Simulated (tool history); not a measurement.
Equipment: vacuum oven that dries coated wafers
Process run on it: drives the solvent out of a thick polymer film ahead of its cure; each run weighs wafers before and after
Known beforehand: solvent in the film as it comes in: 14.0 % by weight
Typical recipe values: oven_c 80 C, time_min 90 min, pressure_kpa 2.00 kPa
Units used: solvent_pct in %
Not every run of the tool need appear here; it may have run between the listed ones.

run,hour,oven_c,time_min,pressure_kpa,solvent_pct
1,0.0,80,90,2.00,3.45
2,7.8,80,90,1.79,3.34
3,19.6,80,90,1.79,3.31
4,27.0,80,121,2.00,2.46
5,35.3,80,90,2.00,3.40
6,40.7,80,90,2.00,3.42
7,46.4,80,90,2.00,3.42
8,57.1,80,90,2.00,3.41
9,68.3,80,90,2.00,3.41
10,80.6,80,90,2.00,3.41
11,91.0,80,90,2.00,3.39
12,98.2,80,90,2.00,3.39
13,106.5,80,90,2.00,3.40
14,115.5,80,90,2.00,3.35
15,127.4,80,125,4.41,3.39
16,134.1,80,125,4.41,3.40
# hour 136.8: vacuum gauge cleaned of residue and calibrated
17,146.6,77,159,2.69,2.56
18,159.6,81,94,2.00,3.05
19,171.2,81,94,2.00,3.01
# hour 178.7: vacuum gauge cleaned of residue and calibrated, once more
20,180.2,81,94,2.00,3.02
21,191.4,81,94,1.44,2.78
22,198.8,80,90,2.64,3.61
23,209.6,87,90,2.00,2.06
24,221.7,87,90,2.00,2.07
25,231.5,65,113,1.37,5.59
26,239.7,85,50,4.80,5.34
27,248.8,80,128,1.74,2.14
28,255.5,80,128,1.74,2.12

Branching from run 28: 3 alternative next runs. What would each branch give?
A,268.2,80,128,3.04,?
B,268.2,80,86,2.39,?
C,268.2,87,128,2.37,?

run,solvent_pct
A,2.69
B,3.68
C,1.43
Had the tool no hidden state, the same runs would have come out as:
run,solvent_pct
A,2.82
B,3.83
C,1.51
